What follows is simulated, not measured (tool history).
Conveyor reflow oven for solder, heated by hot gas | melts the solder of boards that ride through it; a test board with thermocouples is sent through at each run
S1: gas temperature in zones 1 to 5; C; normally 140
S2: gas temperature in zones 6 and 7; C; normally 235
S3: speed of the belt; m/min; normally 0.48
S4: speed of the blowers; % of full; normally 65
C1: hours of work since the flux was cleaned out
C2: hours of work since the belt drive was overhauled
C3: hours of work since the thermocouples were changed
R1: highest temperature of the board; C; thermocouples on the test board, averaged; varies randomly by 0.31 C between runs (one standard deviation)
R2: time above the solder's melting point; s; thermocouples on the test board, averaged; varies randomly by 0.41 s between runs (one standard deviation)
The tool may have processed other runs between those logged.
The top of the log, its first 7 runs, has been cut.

run	hour	S1	S2	S3	S4	C1	C2	C3	R1	R2
8	71	153	235	0.48	65	227	255	723	211.6	55.8
9	83.4	153	235	0.48	65	235	263	731	211.7	55.2
10	98.1	140	235	0.48	69	245	273	741	209.8	48.1
11	110	140	235	0.48	65	253	281	748	207.6	46.1
12	119.9	140	235	0.48	65	259	287	755	208	45.5
13	132.9	140	235	0.48	65	268	296	763	207.3	46.1
14	145.2	140	231	0.48	65	276	304	772	204.2	41.9
15	158.5	140	231	0.48	65	285	312	780	204.2	41.3
16	165.8	140	231	0.48	65	290	317	785	204.3	42.4
17	178.9	143	231	0.527	74	298	326	794	205.3	39.7
18	189.3	143	231	0.527	74	305	333	801	205.3	40
19	202	140	230	0.413	67	313	341	809	209.8	57.4
20	208.3	152	230	0.484	67	318	345	813	208.2	50.1
21	221.7	136	239	0.493	82	326	354	822	214.7	51.6
22	236.2	129	239	0.543	82	336	363	831	208.6	38.8
23	247.6	130	244	0.413	71	343	371	839	220	64.3
24	254.8	130	244	0.413	71	348	376	844	220.6	64
25	262.1	137	234	0.518	54	353	381	848	196.1	25

What does the tool deliver on the next run?
# hour 270.2: flux residue cleaned out of gas plates and filters
26	281.1	137	234	0.518	54	7	390	858	?	?

For run 26 the tool returned R1 199.1 C, R2 30.1 s.
Were there no unlogged condition in the tool, this run, its random variation unchanged, would have produced R1 197.6 C, R2 27.7 s.
